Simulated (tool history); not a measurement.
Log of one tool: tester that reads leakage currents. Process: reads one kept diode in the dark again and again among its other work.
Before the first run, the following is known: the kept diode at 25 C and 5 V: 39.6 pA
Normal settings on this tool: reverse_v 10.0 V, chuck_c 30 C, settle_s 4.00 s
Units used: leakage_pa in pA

run,hour,reverse_v,chuck_c,settle_s,leakage_pa
1,0.0,10.0,30,4.00,70.40
2,25.3,10.0,30,4.00,70.28
3,60.6,7.1,30,4.00,62.35
4,102.1,7.1,30,4.00,61.86
5,155.7,10.0,30,4.00,70.33
6,208.4,10.0,30,4.00,70.21
7,263.1,10.0,30,4.00,69.97
8,306.4,10.0,30,4.00,69.74
9,333.9,10.0,30,4.00,70.05
10,383.9,10.0,30,4.00,69.92
11,434.7,10.0,30,4.00,69.71
12,461.0,10.0,30,4.00,69.51
13,512.8,10.0,30,4.00,69.93
14,548.5,10.0,30,4.00,69.36
15,572.6,10.0,30,4.00,69.57
16,611.0,2.6,28,0.32,38.92
17,640.2,2.6,28,0.32,39.03

Run 18 has not been measured yet. What should we expect?
18,692.6,2.6,28,0.32,?

leakage_pa: 38.91 pA
Take away the tool's hidden state, keep the run-to-run variation as it was, and the same run would have given leakage_pa 42.53 pA.
